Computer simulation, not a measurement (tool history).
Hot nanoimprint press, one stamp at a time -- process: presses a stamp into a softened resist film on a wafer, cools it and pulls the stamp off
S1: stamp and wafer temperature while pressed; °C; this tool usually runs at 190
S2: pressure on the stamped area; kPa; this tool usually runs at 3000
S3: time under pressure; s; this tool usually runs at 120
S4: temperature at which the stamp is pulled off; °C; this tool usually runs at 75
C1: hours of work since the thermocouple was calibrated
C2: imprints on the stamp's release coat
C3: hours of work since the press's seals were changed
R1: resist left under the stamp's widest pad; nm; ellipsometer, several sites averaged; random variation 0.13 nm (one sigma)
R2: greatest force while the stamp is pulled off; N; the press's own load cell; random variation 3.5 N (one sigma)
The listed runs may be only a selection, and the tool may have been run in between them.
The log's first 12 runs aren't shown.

{"run": 13, "day": 3.346, "S1": 184, "S2": 3000, "S3": 172, "S4": 75, "C1": 223, "C2": 904, "C3": 192, "R1": 136.1, "R2": 216}
{"run": 14, "day": 3.7, "S1": 184, "S2": 3000, "S3": 172, "S4": 75, "C1": 227, "C2": 918, "C3": 196, "R1": 135.8, "R2": 223}
{"run": 15, "day": 4.071, "S1": 184, "S2": 3000, "S3": 172, "S4": 75, "C1": 231, "C2": 934, "C3": 200, "R1": 135.9, "R2": 221}
{"run": 16, "day": 4.321, "S1": 184, "S2": 3000, "S3": 172, "S4": 75, "C1": 234, "C2": 944, "C3": 203, "R1": 136.2, "R2": 212}
{"run": 17, "day": 4.492, "S1": 183, "S2": 3360, "S3": 108, "S4": 71, "C1": 236, "C2": 951, "C3": 205, "R1": 151.8, "R2": 226}
{"run": 18, "day": 4.85, "S1": 183, "S2": 3360, "S3": 108, "S4": 71, "C1": 240, "C2": 966, "C3": 209, "R1": 151.9, "R2": 235}
{"run": 19, "day": 5.15, "S1": 183, "S2": 3360, "S3": 108, "S4": 71, "C1": 243, "C2": 979, "C3": 213, "R1": 151.8, "R2": 238}
{"run": 20, "day": 5.358, "S1": 183, "S2": 3360, "S3": 108, "S4": 71, "C1": 246, "C2": 987, "C3": 215, "R1": 151.6, "R2": 234}
{"run": 21, "day": 5.617, "S1": 183, "S2": 3360, "S3": 108, "S4": 71, "C1": 248, "C2": 998, "C3": 218, "R1": 151.9, "R2": 234}
{"run": 22, "day": 5.883, "S1": 190, "S2": 2360, "S3": 188, "S4": 80, "C1": 252, "C2": 1009, "C3": 221, "R1": 123.9, "R2": 202}
{"day": 6.296, "done": "plate thermocouple calibrated"}
{"run": 23, "day": 6.396, "S1": 190, "S2": 3000, "S3": 88, "S4": 66, "C1": 1, "C2": 1025, "C3": 225, "R1": 140.7, "R2": 252}
{"run": 24, "day": 6.562, "S1": 188, "S2": 3140, "S3": 88, "S4": 70, "C1": 3, "C2": 1032, "C3": 227, "R1": 145.9, "R2": 238}
{"run": 25, "day": 6.9, "S1": 190, "S2": 2540, "S3": 120, "S4": 75, "C1": 7, "C2": 1046, "C3": 231, "R1": 140.0, "R2": 222}
{"run": 26, "day": 7.175, "S1": 190, "S2": 4720, "S3": 120, "S4": 78, "C1": 10, "C2": 1058, "C3": 234, "R1": 100.1, "R2": 215}
{"run": 27, "day": 7.367, "S1": 190, "S2": 3870, "S3": 235, "S4": 78, "C1": 12, "C2": 1066, "C3": 236, "R1": 89.1, "R2": 211}
{"run": 28, "day": 7.654, "S1": 191, "S2": 3000, "S3": 120, "S4": 63, "C1": 15, "C2": 1077, "C3": 240, "R1": 124.3, "R2": 272}
{"run": 29, "day": 7.842, "S1": 191, "S2": 3000, "S3": 120, "S4": 63, "C1": 18, "C2": 1085, "C3": 242, "R1": 124.3, "R2": 259}
{"run": 30, "day": 8.233, "S1": 191, "S2": 3000, "S3": 120, "S4": 63, "C1": 22, "C2": 1101, "C3": 246, "R1": 124.2, "R2": 264}

3 options for the next run, each taken on its own from the tool as it stands now. Forecast them:
{"run": "A", "day": 8.638, "S1": 197, "S2": 3000, "S3": 120, "S4": 80, "C1": 27, "C2": 1118, "C3": 251, "R1": "?", "R2": "?"}
{"run": "B", "day": 8.638, "S1": 199, "S2": 3000, "S3": 120, "S4": 74, "C1": 27, "C2": 1118, "C3": 251, "R1": "?", "R2": "?"}
{"run": "C", "day": 8.638, "S1": 200, "S2": 2140, "S3": 120, "S4": 75, "C1": 27, "C2": 1118, "C3": 251, "R1": "?", "R2": "?"}

run=A R1=103.1 R2=212
run=B R1=97.0 R2=227
run=C R1=113.9 R2=227
Without the tool's unlogged condition, the same runs would have read:
run=A R1=102.9 R2=187
run=B R1=96.8 R2=200
run=C R1=113.9 R2=200

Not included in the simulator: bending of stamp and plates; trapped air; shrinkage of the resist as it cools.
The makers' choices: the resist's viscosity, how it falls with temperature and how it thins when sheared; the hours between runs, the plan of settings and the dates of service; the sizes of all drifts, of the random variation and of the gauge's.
